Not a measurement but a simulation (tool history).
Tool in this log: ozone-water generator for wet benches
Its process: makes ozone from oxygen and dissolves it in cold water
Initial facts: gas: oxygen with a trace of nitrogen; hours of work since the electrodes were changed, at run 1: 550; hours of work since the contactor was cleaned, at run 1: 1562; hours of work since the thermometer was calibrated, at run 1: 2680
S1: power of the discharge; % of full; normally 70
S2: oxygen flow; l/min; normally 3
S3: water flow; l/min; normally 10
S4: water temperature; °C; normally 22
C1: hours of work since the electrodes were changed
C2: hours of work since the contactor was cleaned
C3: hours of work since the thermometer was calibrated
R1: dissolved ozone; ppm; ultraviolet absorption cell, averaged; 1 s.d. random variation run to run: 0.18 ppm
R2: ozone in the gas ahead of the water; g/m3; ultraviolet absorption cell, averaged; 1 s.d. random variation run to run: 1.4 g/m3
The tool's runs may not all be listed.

| run | hour | S1 | S2 | S3 | S4 | C1 | C2 | C3 | R1 | R2 |
|---|---|---|---|---|---|---|---|---|---|---|
| 1 | 0 | 70 | 3 | 10 | 22 | 550 | 1562 | 2680 | 24.8 | 259.6 |
| 2 | 35.3 | 78 | 3 | 10 | 22 | 572 | 1584 | 2702 | 27.2 | 285.2 |
| 3 | 71.2 | 78 | 3 | 10 | 22 | 594 | 1606 | 2725 | 26.9 | 288.9 |
| 4 | 132.3 | 70 | 3 | 10 | 22 | 632 | 1644 | 2763 | 25 | 261 |
| 5 | 172.7 | 70 | 3 | 10 | 22 | 658 | 1670 | 2788 | 24.9 | 258.7 |
| 6 | 211.3 | 70 | 3 | 10 | 22 | 682 | 1694 | 2812 | 24.7 | 259 |
| 7 | 248.3 | 70 | 3 | 10 | 22 | 705 | 1717 | 2835 | 24.9 | 260.1 |
| 8 | 281.9 | 70 | 3 | 10 | 22 | 726 | 1738 | 2856 | 25.2 | 258.6 |
| 9 | 317.3 | 70 | 3 | 10 | 22 | 748 | 1760 | 2878 | 24.9 | 258.4 |
| 10 | 346.5 | 70 | 3 | 10 | 22 | 766 | 1778 | 2897 | 24.4 | 258.6 |
| 11 | 373.2 | 70 | 3 | 10 | 22 | 783 | 1795 | 2913 | 24.9 | 256.4 |
|  | 378.8 | water thermometer calibrated |
| 12 | 429.3 | 70 | 3 | 10 | 22 | 817 | 1829 | 31 | 24.7 | 258.3 |
| 13 | 456.3 | 70 | 3 | 10 | 22 | 834 | 1846 | 48 | 24.2 | 257.1 |
| 14 | 497.6 | 45 | 3 | 10 | 22 | 860 | 1872 | 74 | 16.6 | 176.3 |
| 15 | 531.3 | 45 | 3 | 10 | 22 | 881 | 1893 | 95 | 16.9 | 177.7 |
|  | 572.6 | water thermometer calibrated, once more |
| 16 | 590.8 | 45 | 3 | 10 | 22 | 918 | 1930 | 11 | 16.7 | 176.7 |
| 17 | 646.3 | 45 | 3 | 10 | 22 | 953 | 1965 | 46 | 16.7 | 176.9 |
| 18 | 682.9 | 100 | 2.85 | 12 | 17 | 976 | 1988 | 69 | 31.1 | 359 |
| 19 | 738.7 | 100 | 2.85 | 12 | 17 | 1010 | 2022 | 104 | 30.9 | 362.2 |
| 20 | 778 | 84 | 3 | 10 | 22 | 1035 | 2047 | 128 | 28.7 | 301.5 |
| 21 | 821.9 | 46 | 1.62 | 14 | 20 | 1062 | 2074 | 156 | 12.6 | 247.5 |
| 22 | 880.6 | 46 | 1.62 | 14 | 19 | 1099 | 2111 | 192 | 12.7 | 248 |
| 23 | 939 | 46 | 1.62 | 14 | 23 | 1135 | 2147 | 229 | 12.1 | 247.4 |
| 24 | 998 | 88 | 2.52 | 9 | 22 | 1172 | 2184 | 266 | 32.2 | 343.5 |
| 25 | 1030.1 | 88 | 2.52 | 9 | 22 | 1192 | 2204 | 286 | 32.2 | 342.7 |
| 26 | 1083.9 | 62 | 3 | 11 | 21 | 1226 | 2238 | 319 | 20.7 | 231.5 |
| 27 | 1111.2 | 70 | 3 | 14 | 16 | 1243 | 2255 | 336 | 20.3 | 258.1 |
| 28 | 1166 | 70 | 3.57 | 10 | 22 | 1277 | 2289 | 371 | 24.1 | 232.6 |
| 29 | 1207.9 | 70 | 3.57 | 10 | 22 | 1303 | 2315 | 397 | 24.1 | 233.4 |
| 30 | 1239.5 | 70 | 3.57 | 10 | 22 | 1323 | 2335 | 416 | 24 | 235 |
| 31 | 1289.7 | 50 | 3.57 | 6 | 22 | 1354 | 2366 | 448 | 24.4 | 176.6 |
| 32 | 1340.6 | 50 | 3.57 | 8 | 22 | 1386 | 2398 | 480 | 20.7 | 175.3 |

A few steps of R1 between consecutive runs. Split each: what settings, incoming material and random variation would produce without the hidden state, and what is left over for the hidden state, along with gauge scatter present in only one of the two compared results (measured, and without hidden state):
The tool's hidden condition here consists of: yield of the discharge, % of new electrodes'; contactor's efficiency, % of a clean one's; true water temperature over the reading, C; drift of the gauge itself on ozone_ppm, %; drift of the gauge itself on gas_g_m3, %.
Run 17 -> 18: S1 45 -> 100, S2 3 -> 2.85, S3 10 -> 12, S4 22 -> 17. R1 +14.4 ppm: hidden state -0.6, all else +15.
Run 20 -> 21: S1 84 -> 46, S2 3 -> 1.62, S3 10 -> 14, S4 22 -> 20. R1 -16.1 ppm: hidden state +0.7, all else -16.8.
Run 23 -> 24: S1 46 -> 88, S2 1.62 -> 2.52, S3 14 -> 9, S4 23 -> 22. R1 +20.1 ppm: hidden state -0.9, all else +21.
